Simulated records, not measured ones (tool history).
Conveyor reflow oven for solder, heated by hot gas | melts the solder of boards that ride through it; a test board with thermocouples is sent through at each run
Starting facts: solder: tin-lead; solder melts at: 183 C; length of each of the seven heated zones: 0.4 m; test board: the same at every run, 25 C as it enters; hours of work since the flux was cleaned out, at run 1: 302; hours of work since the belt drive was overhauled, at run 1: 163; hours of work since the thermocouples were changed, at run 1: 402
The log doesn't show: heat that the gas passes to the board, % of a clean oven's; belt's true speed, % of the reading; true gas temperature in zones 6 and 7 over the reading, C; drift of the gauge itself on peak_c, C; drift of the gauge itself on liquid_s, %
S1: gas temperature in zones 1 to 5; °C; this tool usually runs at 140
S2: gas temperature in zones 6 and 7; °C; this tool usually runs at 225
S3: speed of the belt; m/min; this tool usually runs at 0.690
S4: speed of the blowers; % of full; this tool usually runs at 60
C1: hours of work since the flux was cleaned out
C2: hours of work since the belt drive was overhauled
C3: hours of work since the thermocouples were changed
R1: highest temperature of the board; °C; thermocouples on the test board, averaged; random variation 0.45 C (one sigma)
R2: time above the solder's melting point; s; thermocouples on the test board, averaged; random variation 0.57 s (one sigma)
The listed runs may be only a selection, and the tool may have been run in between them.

run   hour   S1   S2     S3  S4   C1   C2   C3     R1    R2
  1    0.0  140  225  0.690  60  302  163  402  206.4  42.2
  2    9.6  140  225  0.574  60  307  167  407  213.5  60.0
  3   16.4  140  225  0.574  60  310  171  410  212.8  58.6
  4   24.5  140  225  0.574  60  314  175  414  212.4  59.6
  5   33.7  140  225  0.574  60  319  180  419  212.3  58.9
  6   42.1  140  225  0.690  60  323  184  423  206.3  43.3
  7   46.7  140  225  0.690  60  326  187  426  206.6  42.2
  8   55.7  140  225  0.690  60  330  191  430  206.9  43.3
  9   61.5  140  225  0.690  60  333  194  433  207.4  43.0
 10   70.3  140  225  0.690  60  338  199  438  206.7  43.1
 11   76.3  140  225  0.690  60  341  202  441  206.4  42.1
      81.2  -- belt drive overhauled, speed set with a stopwatch
 12   91.5  140  225  0.690  60  347    5  447  206.4  42.5
 13   96.7  140  225  0.690  60  349    8  449  205.9  42.7
 14  102.5  140  225  0.690  60  352   11  452  205.9  43.0
 15  111.2  140  225  0.690  52  357   15  457  204.8  39.6
 16  115.9  140  225  0.690  52  359   18  459  204.0  40.5
 17  125.2  139  215  0.690  71  364   23  464  199.1  34.7
     136.2  -- belt drive overhauled, speed set with a stopwatch, once more
 18  137.9  139  215  0.690  71  368    1  468  200.2  35.5
 19  144.5  139  215  0.675  71  372    4  472  199.8  36.7
 20  150.6  139  236  0.630  71  375    7  475  220.3  59.2
 21  160.6  139  236  0.630  71  380   13  480  220.3  60.3
 22  168.2  139  236  0.630  71  384   16  484  220.5  58.1
 23  178.2  139  236  0.630  71  389   22  489  220.3  59.4
 24  186.5  139  217  0.690  60  393   26  493  199.6  33.6
 25  195.7  143  225  0.690  60  398   31  498  206.7  43.4
 26  203.1  142  223  0.690  55  402   34  502  203.3  39.2
 27  212.1  150  231  0.766  85  406   39  507  214.2  48.4
 28  217.3  150  231  0.766  85  409   42  509  214.0  47.0
 29  227.0  150  231  0.766  85  414   47  514  214.4  47.8
 30  234.2  138  229  0.781  88  418   50  518  208.4  38.3
 31  243.2  145  234  0.796  65  422   55  522  209.9  38.5
 32  252.3  154  234  0.796  51  427   60  527  209.3  43.0

3 options for the next run, each taken on its own from the tool as it stands now. Forecast them:
  A  258.7  153  225  0.690  60  430  63  530   ?   ?
  B  258.7  140  218  0.553  77  430  63  530   ?   ?
  C  258.7  154  234  0.763  52  430  63  530   ?   ?

run     R1    R2
  A  208.4  50.1
  B  208.8  58.8
  C  210.6  47.0
Without the tool's unlogged condition, the same runs would have read:
run     R1    R2
  A  210.8  53.3
  B  210.6  62.4
  C  213.7  50.2
